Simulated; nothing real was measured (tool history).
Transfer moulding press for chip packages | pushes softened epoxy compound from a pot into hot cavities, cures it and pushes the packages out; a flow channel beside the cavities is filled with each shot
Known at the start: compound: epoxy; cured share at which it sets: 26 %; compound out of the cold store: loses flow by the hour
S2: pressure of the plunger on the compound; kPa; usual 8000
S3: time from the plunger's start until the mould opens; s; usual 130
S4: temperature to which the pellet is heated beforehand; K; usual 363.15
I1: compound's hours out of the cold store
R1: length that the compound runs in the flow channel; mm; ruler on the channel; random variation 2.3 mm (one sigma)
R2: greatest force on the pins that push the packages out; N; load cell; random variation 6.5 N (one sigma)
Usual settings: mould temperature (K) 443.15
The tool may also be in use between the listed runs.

run 1 hour=0 | mould_temperature_(K)=443.15 S2=8000 S3=130 S4=363.15 | I1=39.7 | R1=686 R2=377
-- hour=13.1 cavities cleaned with cleaning compound and waxed
run 2 hour=26.2 | mould_temperature_(K)=443.15 S2=8000 S3=130 S4=363.15 | I1=12.1 | R1=764 R2=338
run 3 hour=44.8 | mould_temperature_(K)=443.15 S2=8000 S3=130 S4=363.15 | I1=31.2 | R1=705 R2=372
-- hour=60.4 cavities cleaned with cleaning compound and waxed
run 4 hour=61.8 | mould_temperature_(K)=443.15 S2=8000 S3=130 S4=364.15 | I1=16 | R1=750 R2=287
run 5 hour=85.1 | mould_temperature_(K)=443.15 S2=8000 S3=130 S4=363.15 | I1=24.2 | R1=725 R2=368
-- hour=109.2 cavities cleaned with cleaning compound and waxed
run 6 hour=109.2 | mould_temperature_(K)=443.15 S2=8000 S3=130 S4=363.15 | I1=23.4 | R1=728 R2=267
run 7 hour=123.1 | mould_temperature_(K)=443.15 S2=8000 S3=130 S4=363.15 | I1=20.4 | R1=730 R2=318
run 8 hour=134.7 | mould_temperature_(K)=443.15 S2=8000 S3=130 S4=363.15 | I1=32.7 | R1=695 R2=353
run 9 hour=151.5 | mould_temperature_(K)=443.15 S2=8000 S3=130 S4=363.15 | I1=18.4 | R1=737 R2=435
-- hour=157.2 cavities cleaned with cleaning compound and waxed
run 10 hour=179.1 | mould_temperature_(K)=443.15 S2=9620 S3=130 S4=363.15 | I1=32.7 | R1=760 R2=354
run 11 hour=202 | mould_temperature_(K)=443.15 S2=9620 S3=130 S4=363.15 | I1=38.9 | R1=735 R2=412
-- hour=205.4 cavities cleaned with cleaning compound and waxed
run 12 hour=228.4 | mould_temperature_(K)=443.15 S2=9620 S3=130 S4=363.15 | I1=44.6 | R1=721 R2=347
run 13 hour=242.7 | mould_temperature_(K)=443.15 S2=9620 S3=159 S4=363.15 | I1=8.9 | R1=837 R2=372
-- hour=253.8 cavities cleaned with cleaning compound and waxed
run 14 hour=263.8 | mould_temperature_(K)=450.15 S2=8000 S3=130 S4=363.15 | I1=23.5 | R1=694 R2=267
run 15 hour=278.6 | mould_temperature_(K)=442.15 S2=9040 S3=127 S4=367.15 | I1=20.4 | R1=767 R2=386
run 16 hour=290.3 | mould_temperature_(K)=442.15 S2=9040 S3=147 S4=367.15 | I1=11.2 | R1=804 R2=378
-- hour=301.5 cavities cleaned with cleaning compound and waxed
run 17 hour=312.4 | mould_temperature_(K)=442.15 S2=6500 S3=147 S4=361.15 | I1=22.2 | R1=647 R2=287
run 18 hour=323.3 | mould_temperature_(K)=443.15 S2=8000 S3=130 S4=370.15 | I1=36.8 | R1=670 R2=342
-- hour=336.3 mould's thermocouples calibrated
run 19 hour=337.7 | mould_temperature_(K)=443.15 S2=8000 S3=130 S4=370.15 | I1=33.7 | R1=684 R2=390
-- hour=351.6 cavities cleaned with cleaning compound and waxed
run 20 hour=354.1 | mould_temperature_(K)=444.15 S2=9050 S3=138 S4=369.15 | I1=8.9 | R1=799 R2=252

The next listed run, before its measurement:
run 21 hour=371.1 | mould_temperature_(K)=443.15 S2=6290 S3=130 S4=363.15 | I1=14 | R1=? R2=?

R1: 653 mm
R2: 357 N
Without the tool's hidden state the same run would have given R1 691 mm, R2 267 N.
